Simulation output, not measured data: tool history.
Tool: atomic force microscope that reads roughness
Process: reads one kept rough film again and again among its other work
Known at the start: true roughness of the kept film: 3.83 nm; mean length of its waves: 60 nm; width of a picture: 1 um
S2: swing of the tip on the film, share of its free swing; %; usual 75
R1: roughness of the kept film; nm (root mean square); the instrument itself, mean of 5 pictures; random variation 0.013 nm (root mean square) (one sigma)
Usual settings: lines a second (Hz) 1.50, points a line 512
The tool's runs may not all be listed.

{"run": 1, "day": 0.0, "lines a second (Hz)": 1.5, "S2": 75, "points a line": 512, "R1": 3.311}
{"run": 2, "day": 0.65, "lines a second (Hz)": 1.5, "S2": 75, "points a line": 512, "R1": 3.269}
{"run": 3, "day": 1.283, "lines a second (Hz)": 1.5, "S2": 75, "points a line": 512, "R1": 3.25}
{"run": 4, "day": 1.938, "lines a second (Hz)": 1.5, "S2": 75, "points a line": 512, "R1": 3.22}
{"run": 5, "day": 2.812, "lines a second (Hz)": 2.52, "S2": 75, "points a line": 512, "R1": 2.966}
{"day": 2.975, "done": "new tip fitted"}
{"run": 6, "day": 3.717, "lines a second (Hz)": 1.31, "S2": 75, "points a line": 512, "R1": 3.338}
{"run": 7, "day": 4.204, "lines a second (Hz)": 1.31, "S2": 75, "points a line": 512, "R1": 3.313}
{"run": 8, "day": 4.921, "lines a second (Hz)": 1.31, "S2": 75, "points a line": 512, "R1": 3.264}
{"run": 9, "day": 5.458, "lines a second (Hz)": 1.31, "S2": 75, "points a line": 512, "R1": 3.248}
{"day": 6.304, "done": "new tip fitted"}
{"run": 10, "day": 6.304, "lines a second (Hz)": 1.5, "S2": 75, "points a line": 872, "R1": 3.315}
{"run": 11, "day": 7.046, "lines a second (Hz)": 1.5, "S2": 75, "points a line": 872, "R1": 3.291}
{"run": 12, "day": 7.804, "lines a second (Hz)": 3.58, "S2": 75, "points a line": 488, "R1": 2.866}
{"run": 13, "day": 8.358, "lines a second (Hz)": 3.58, "S2": 75, "points a line": 488, "R1": 2.836}
{"run": 14, "day": 9.325, "lines a second (Hz)": 1.24, "S2": 85, "points a line": 488, "R1": 3.053}
{"day": 9.696, "done": "new tip fitted"}
{"run": 15, "day": 9.846, "lines a second (Hz)": 1.24, "S2": 85, "points a line": 488, "R1": 3.189}
{"run": 16, "day": 10.304, "lines a second (Hz)": 1.22, "S2": 58, "points a line": 264, "R1": 3.535}
{"run": 17, "day": 10.883, "lines a second (Hz)": 0.82, "S2": 71, "points a line": 512, "R1": 3.463}
{"run": 18, "day": 11.554, "lines a second (Hz)": 1.72, "S2": 88, "points a line": 294, "R1": 2.902}
{"run": 19, "day": 12.067, "lines a second (Hz)": 3.22, "S2": 65, "points a line": 294, "R1": 3.133}
{"run": 20, "day": 12.838, "lines a second (Hz)": 0.75, "S2": 65, "points a line": 294, "R1": 3.381}

4 ways to go on from here, each from the tool as it stands after run 20. What would each give?
{"day": 13.075, "done": "new tip fitted"}
{"run": "A", "day": 13.796, "lines a second (Hz)": 2.34, "S2": 80, "points a line": 783, "R1": "?"}
{"day": 13.075, "done": "new tip fitted"}
{"run": "B", "day": 13.796, "lines a second (Hz)": 1.64, "S2": 65, "points a line": 294, "R1": "?"}
{"day": 13.075, "done": "new tip fitted"}
{"run": "C", "day": 13.796, "lines a second (Hz)": 0.72, "S2": 77, "points a line": 351, "R1": "?"}
{"day": 13.075, "done": "new tip fitted"}
{"run": "D", "day": 13.796, "lines a second (Hz)": 1.68, "S2": 65, "points a line": 294, "R1": "?"}

run=A R1=3.003
run=B R1=3.417
run=C R1=3.433
run=D R1=3.390
Without the tool's hidden state the same runs would have given:
run=A R1=3.027
run=B R1=3.444
run=C R1=3.460
run=D R1=3.417
